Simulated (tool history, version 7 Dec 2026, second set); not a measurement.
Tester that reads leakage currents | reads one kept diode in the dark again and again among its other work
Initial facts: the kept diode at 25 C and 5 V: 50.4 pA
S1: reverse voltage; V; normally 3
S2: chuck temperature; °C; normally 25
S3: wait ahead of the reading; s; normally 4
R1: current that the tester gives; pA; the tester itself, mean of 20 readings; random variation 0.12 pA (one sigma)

run	hour	S1	S2	S3	R1
1	0	3	25	4	35.25
2	165.1	1.53	25	4	23.31
# hour 197.6: chuck's temperature calibrated
3	351.1	1.53	25	4	24.64
4	440.3	3	38	4	93.15
5	624.3	3	38	4	92.19
# hour 688.8: tester calibrated
6	708.2	3	25	4	35.94
7	835.3	3	25	4	35.73
8	967.7	3	25	1.1	35.74
9	1054.6	3	25	1.1	35.85
10	1193.5	3	25	1.1	35.72
11	1276.7	3	25	1.1	35.91
12	1389.2	3	25	4.83	35.22
# hour 1489.9: tester calibrated, once more
13	1515.6	3	25	3.04	36.62
14	1604.5	3	25	3.04	36.8
15	1737.9	3	25	3.04	36.51
16	1875.8	3	25	3.04	36.44
17	1982.9	3	25	3.04	36.41
18	2130.9	3	25	3.04	36.22
19	2243.4	3	25	3.04	36.26
20	2399.6	3	25	3.04	36.07
21	2559.1	16.64	25	4	102.94
# hour 2644.7: chuck's temperature calibrated
22	2646.1	10.61	25	0.75	84.33
23	2721.4	5.41	25	0.61	56.03
24	2808.4	3	30	4	55.17
25	2899.6	2.46	58	2.3	312.67
26	3065.2	2.46	58	2.3	310.04
27	3230.5	4.76	32	0.53	83.99
28	3406.4	3	45	4	151.92
29	3524.1	3	43	3.1	133.18
30	3671.3	3	43	3.1	132.47
31	3758.8	10.09	31	1.13	121.96
32	3934.6	14.8	28	0.62	127.34
33	4017.2	14.8	28	0.62	127.52
34	4137.4	7.45	40	2.71	185.5
35	4243.1	7.27	32	2.66	105.58
36	4384.9	3	25	0.45	38.43
37	4569.1	3	25	0.45	38.19
38	4751.6	9.14	25	0.45	77.07
39	4933.7	9.14	25	0.45	76.49
40	5018.6	2.16	22	1.68	24.53

Below are 3 alternative next runs, each starting from the tool's condition after run 40. Predict each:
# hour 5091.4: chuck's temperature calibrated
A	5174.2	1.43	22	1.68	?
# hour 5091.4: chuck's temperature calibrated
B	5174.2	3.32	25	0.32	?
# hour 5091.4: chuck's temperature calibrated
C	5174.2	14.7	22	1.07	?

run	R1
A	20.01
B	42.4
C	86.61
Without the tool's hidden state the same runs would have given:
run	R1
A	19.53
B	41.14
C	77.57
